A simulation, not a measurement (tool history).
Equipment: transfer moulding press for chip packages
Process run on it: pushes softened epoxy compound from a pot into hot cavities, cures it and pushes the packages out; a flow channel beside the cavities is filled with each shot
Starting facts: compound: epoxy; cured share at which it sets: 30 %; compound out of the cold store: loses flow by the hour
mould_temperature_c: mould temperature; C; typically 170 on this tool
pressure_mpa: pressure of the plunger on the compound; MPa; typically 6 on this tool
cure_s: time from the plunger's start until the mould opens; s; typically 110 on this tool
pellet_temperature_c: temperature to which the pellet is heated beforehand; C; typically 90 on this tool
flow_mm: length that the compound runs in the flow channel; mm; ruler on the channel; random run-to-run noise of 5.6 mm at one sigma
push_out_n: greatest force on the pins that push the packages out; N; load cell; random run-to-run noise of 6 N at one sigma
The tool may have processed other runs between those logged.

| run | day | mould_temperature_c | pressure_mpa | cure_s | pellet_temperature_c | incoming compound's hours out of the cold store | flow_mm | push_out_n |
|---|---|---|---|---|---|---|---|---|
| 1 | 0 | 170 | 6 | 110 | 90 | 14.5 | 739 | 328 |
| 2 | 0.796 | 170 | 5.79 | 110 | 90 | 46.7 | 680 | 354 |
| 3 | 1.792 | 170 | 5.79 | 110 | 90 | 9.8 | 739 | 411 |
|  | 1.979 | cavities cleaned with cleaning compound and waxed |
| 4 | 2.683 | 170 | 6 | 90 | 90 | 36.8 | 701 | 353 |
| 5 | 4.046 | 170 | 6 | 110 | 90 | 20.2 | 733 | 343 |
| 6 | 4.7 | 170 | 6 | 110 | 90 | 11.9 | 738 | 363 |
| 7 | 5.267 | 170 | 6 | 110 | 90 | 38.8 | 702 | 379 |
|  | 6.138 | cavities cleaned with cleaning compound and waxed |
| 8 | 6.692 | 170 | 7.35 | 110 | 90 | 47 | 758 | 247 |
| 9 | 7.396 | 170 | 6 | 110 | 90 | 9.8 | 738 | 296 |
| 10 | 8.454 | 170 | 6 | 132 | 90 | 45.1 | 681 | 306 |
| 11 | 9.204 | 170 | 6 | 132 | 90 | 24.3 | 713 | 336 |
| 12 | 10.204 | 170 | 6 | 132 | 90 | 36.2 | 695 | 354 |
|  | 10.379 | cavities cleaned with cleaning compound and waxed |
|  | 11.275 | mould's thermocouples calibrated |
| 13 | 11.567 | 170 | 6 | 132 | 90 | 14.8 | 721 | 272 |
| 14 | 12.242 | 170 | 6 | 98 | 90 | 41.6 | 683 | 421 |
| 15 | 13.017 | 170 | 6 | 92 | 90 | 29.2 | 706 | 554 |
| 16 | 14.158 | 170 | 6 | 92 | 90 | 26.7 | 708 | 595 |
|  | 14.662 | cavities cleaned with cleaning compound and waxed |
| 17 | 15.033 | 171 | 6 | 110 | 87 | 17.4 | 717 | 252 |
| 18 | 15.704 | 171 | 6 | 110 | 87 | 20.3 | 710 | 291 |
| 19 | 16.596 | 170 | 4.59 | 110 | 84 | 28.7 | 602 | 339 |
|  | 17.258 | plunger's sealing rings changed |
| 20 | 17.588 | 170 | 4.59 | 110 | 84 | 13.4 | 668 | 391 |
| 21 | 18.775 | 170 | 6 | 145 | 98 | 25.6 | 738 | 347 |
|  | 18.983 | cavities cleaned with cleaning compound and waxed |
| 22 | 19.5 | 170 | 6 | 145 | 98 | 9.9 | 767 | 229 |
| 23 | 20.462 | 170 | 6.46 | 110 | 90 | 31.6 | 759 | 329 |
| 24 | 21.438 | 166 | 5.2 | 110 | 90 | 26 | 704 | 482 |
| 25 | 22.596 | 166 | 6.55 | 127 | 90 | 25.9 | 792 | 412 |
|  | 23.192 | cavities cleaned with cleaning compound and waxed |
| 26 | 23.808 | 170 | 6 | 136 | 91 | 10.8 | 752 | 227 |
| 27 | 25.171 | 170 | 6 | 136 | 91 | 23.4 | 735 | 315 |
| 28 | 26.242 | 175 | 4.97 | 110 | 90 | 43.5 | 602 | 348 |

3 ways to go on from here, each from the tool as it stands after run 28. What would each give?
| A | 26.904 | 175 | 6.02 | 91 | 87 | 35 | ? | ? |
| B | 26.904 | 168 | 6.49 | 140 | 90 | 18.8 | ? | ? |
| C | 26.904 | 175 | 4.65 | 123 | 90 | 33 | ? | ? |

| run | flow_mm | push_out_n |
|---|---|---|
| A | 692 | 430 |
| B | 781 | 358 |
| C | 623 | 351 |
Take away the tool's hidden state, keep each run's random variation, and the runs would have read:
| run | flow_mm | push_out_n |
|---|---|---|
| A | 712 | 241 |
| B | 803 | 197 |
| C | 640 | 192 |
